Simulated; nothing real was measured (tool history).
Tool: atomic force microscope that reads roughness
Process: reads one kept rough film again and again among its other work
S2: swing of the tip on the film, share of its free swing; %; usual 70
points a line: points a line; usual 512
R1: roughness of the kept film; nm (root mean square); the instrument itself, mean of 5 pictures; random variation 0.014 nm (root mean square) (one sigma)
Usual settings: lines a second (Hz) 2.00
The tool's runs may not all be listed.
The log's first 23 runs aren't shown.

{"run": 24, "hour": 852.4, "lines a second (Hz)": 0.5, "S2": 56, "points a line": 432, "R1": 3.409}
{"run": 25, "hour": 887.2, "lines a second (Hz)": 2.0, "S2": 70, "points a line": 591, "R1": 3.172}
{"run": 26, "hour": 926.3, "lines a second (Hz)": 2.0, "S2": 70, "points a line": 591, "R1": 3.134}
{"run": 27, "hour": 977.4, "lines a second (Hz)": 2.0, "S2": 70, "points a line": 591, "R1": 3.097}
{"hour": 1024.7, "done": "new tip fitted"}
{"run": 28, "hour": 1025.1, "lines a second (Hz)": 2.0, "S2": 70, "points a line": 591, "R1": 3.276}
{"run": 29, "hour": 1070.9, "lines a second (Hz)": 2.0, "S2": 70, "points a line": 591, "R1": 3.22}
{"run": 30, "hour": 1098.2, "lines a second (Hz)": 2.0, "S2": 70, "points a line": 302, "R1": 3.176}
{"run": 31, "hour": 1150.1, "lines a second (Hz)": 2.0, "S2": 77, "points a line": 399, "R1": 3.044}
{"run": 32, "hour": 1189.0, "lines a second (Hz)": 3.7, "S2": 58, "points a line": 523, "R1": 3.153}
{"run": 33, "hour": 1226.7, "lines a second (Hz)": 3.7, "S2": 58, "points a line": 523, "R1": 3.12}

5 ways to go on from here, each from the tool as it stands after run 33. What would each give?
{"run": "A", "hour": 1267.5, "lines a second (Hz)": 1.56, "S2": 56, "points a line": 376, "R1": "?"}
{"run": "B", "hour": 1267.5, "lines a second (Hz)": 0.98, "S2": 79, "points a line": 655, "R1": "?"}
{"run": "C", "hour": 1267.5, "lines a second (Hz)": 3.7, "S2": 71, "points a line": 951, "R1": "?"}
{"run": "D", "hour": 1267.5, "lines a second (Hz)": 0.7, "S2": 83, "points a line": 930, "R1": "?"}
{"run": "E", "hour": 1267.5, "lines a second (Hz)": 1.22, "S2": 58, "points a line": 279, "R1": "?"}

run=A R1=3.198
run=B R1=3.103
run=C R1=2.836
run=D R1=3.110
run=E R1=3.210
Without the tool's hidden state the same runs would have given:
run=A R1=3.474
run=B R1=3.371
run=C R1=3.081
run=D R1=3.379
run=E R1=3.487
